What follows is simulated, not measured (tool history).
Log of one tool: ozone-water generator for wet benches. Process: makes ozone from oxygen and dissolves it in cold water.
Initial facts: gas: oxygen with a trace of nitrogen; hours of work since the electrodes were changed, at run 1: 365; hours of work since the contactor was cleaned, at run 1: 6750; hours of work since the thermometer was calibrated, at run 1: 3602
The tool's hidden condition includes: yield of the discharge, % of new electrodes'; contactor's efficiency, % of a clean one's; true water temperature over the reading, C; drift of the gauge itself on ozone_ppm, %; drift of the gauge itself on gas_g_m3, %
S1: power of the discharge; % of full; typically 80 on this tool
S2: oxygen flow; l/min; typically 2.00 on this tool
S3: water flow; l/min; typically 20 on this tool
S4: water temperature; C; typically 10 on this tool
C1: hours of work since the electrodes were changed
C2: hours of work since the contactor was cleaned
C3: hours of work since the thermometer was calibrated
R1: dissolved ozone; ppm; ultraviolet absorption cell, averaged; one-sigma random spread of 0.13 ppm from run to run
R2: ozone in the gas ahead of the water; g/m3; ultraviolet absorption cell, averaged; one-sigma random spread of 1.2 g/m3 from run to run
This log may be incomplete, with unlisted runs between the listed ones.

Run 1, hour 0.0: usual settings; C1 365; C2 6750; C3 3602. Result: R1 13.9 ppm, R2 222.4 g/m3.
Run 2, hour 31.1: usual settings; C1 396; C2 6781; C3 3633. Result: R1 13.9 ppm, R2 223.4 g/m3.
Run 3, hour 63.9: usual settings; C1 429; C2 6814; C3 3666. Result: R1 14.3 ppm, R2 222.9 g/m3.
Run 4, hour 80.5: usual settings but S2 2.14 l/min; C1 445; C2 6830; C3 3682. Result: R1 14.1 ppm, R2 214.5 g/m3.
Run 5, hour 96.6: usual settings; C1 461; C2 6846; C3 3698. Result: R1 14.2 ppm, R2 222.6 g/m3.
Run 6, hour 127.2: usual settings; C1 491; C2 6877; C3 3729. Result: R1 14.0 ppm, R2 222.3 g/m3.
Run 7, hour 146.0: usual settings; C1 510; C2 6895; C3 3747. Result: R1 13.9 ppm, R2 220.2 g/m3.
Run 8, hour 175.6: usual settings but S3 16 l/min; C1 539; C2 6925; C3 3777. Result: R1 17.4 ppm, R2 222.2 g/m3.
Run 9, hour 194.8: usual settings; C1 558; C2 6944; C3 3796. Result: R1 14.2 ppm, R2 223.5 g/m3.
Run 10, hour 223.8: usual settings but S1 70 % of full; C1 587; C2 6972; C3 3824. Result: R1 12.3 ppm, R2 195.3 g/m3.
Run 11, hour 241.6: usual settings but S1 70 % of full; C1 605; C2 6990; C3 3842. Result: R1 12.0 ppm, R2 196.7 g/m3.
Run 12, hour 275.5: usual settings but S1 70 % of full; C1 639; C2 7024; C3 3876. Result: R1 12.1 ppm, R2 194.1 g/m3.
Run 13, hour 294.0: usual settings but S1 70 % of full; C1 657; C2 7042; C3 3894. Result: R1 12.4 ppm, R2 194.8 g/m3.
Run 14, hour 326.5: usual settings; C1 689; C2 7074; C3 3926. Result: R1 14.0 ppm, R2 222.8 g/m3.
At hour 336.5: contactor cleaned.
Run 15, hour 348.6: usual settings; C1 707; C2 12; C3 3944. Result: R1 14.3 ppm, R2 220.3 g/m3.
Run 16, hour 364.9: usual settings; C1 723; C2 28; C3 3960. Result: R1 14.4 ppm, R2 221.2 g/m3.
Run 17, hour 380.5: usual settings but S3 31 l/min; C1 739; C2 44; C3 3976. Result: R1 8.9 ppm, R2 222.2 g/m3.
Run 18, hour 406.2: usual settings but S3 31 l/min; C1 764; C2 69; C3 4001. Result: R1 9.0 ppm, R2 219.1 g/m3.
Run 19, hour 425.2: usual settings but S1 84 % of full, S2 1.97 l/min; C1 783; C2 88; C3 4020. Result: R1 15.2 ppm, R2 232.6 g/m3.
Run 20, hour 442.1: usual settings but S2 1.91 l/min; C1 800; C2 105; C3 4037. Result: R1 14.5 ppm, R2 227.8 g/m3.
Run 21, hour 465.5: usual settings but S1 59 % of full, S4 15 C; C1 823; C2 128; C3 4060. Result: R1 10.7 ppm, R2 165.4 g/m3.
Run 22, hour 487.8: usual settings but S1 45 % of full, S2 1.41 l/min, S3 22 l/min, S4 12 C; C1 845; C2 150; C3 4082. Result: R1 7.1 ppm, R2 165.5 g/m3.
Run 23, hour 507.9: usual settings but S1 41 % of full, S2 2.99 l/min, S4 12 C; C1 865; C2 170; C3 4102. Result: R1 8.0 ppm, R2 90.7 g/m3.
Run 24, hour 527.9: usual settings but S1 41 % of full, S2 2.99 l/min, S4 12 C; C1 885; C2 190; C3 4122. Result: R1 8.0 ppm, R2 91.9 g/m3.
Run 25, hour 551.5: usual settings but S1 41 % of full, S2 2.99 l/min, S4 12 C; C1 908; C2 213; C3 4146. Result: R1 8.0 ppm, R2 91.5 g/m3.
Run 26, hour 570.3: usual settings but S1 90 % of full, S2 2.99 l/min, S3 14 l/min, S4 12 C; C1 927; C2 232; C3 4164. Result: R1 22.8 ppm, R2 188.2 g/m3.
Run 27, hour 605.0: usual settings but S1 90 % of full, S2 2.99 l/min, S3 14 l/min, S4 12 C; C1 961; C2 266; C3 4199. Result: R1 23.0 ppm, R2 184.4 g/m3.
Run 28, hour 627.5: usual settings but S1 90 % of full, S2 2.99 l/min, S3 14 l/min, S4 12 C; C1 984; C2 289; C3 4221. Result: R1 22.3 ppm, R2 188.7 g/m3.

For run 29, what comes out?
Run 29, hour 655.3: usual settings but S1 83 % of full, S2 2.37 l/min, S3 25 l/min, S4 7 C; C1 1011; C2 316; C3 4249. Result: R1 ?, R2 ?.

Run 29 yielded R1 12.0 ppm, R2 204.3 g/m3.
Without the tool's hidden state the same run would have given R1 12.2 ppm, R2 206.1 g/m3.

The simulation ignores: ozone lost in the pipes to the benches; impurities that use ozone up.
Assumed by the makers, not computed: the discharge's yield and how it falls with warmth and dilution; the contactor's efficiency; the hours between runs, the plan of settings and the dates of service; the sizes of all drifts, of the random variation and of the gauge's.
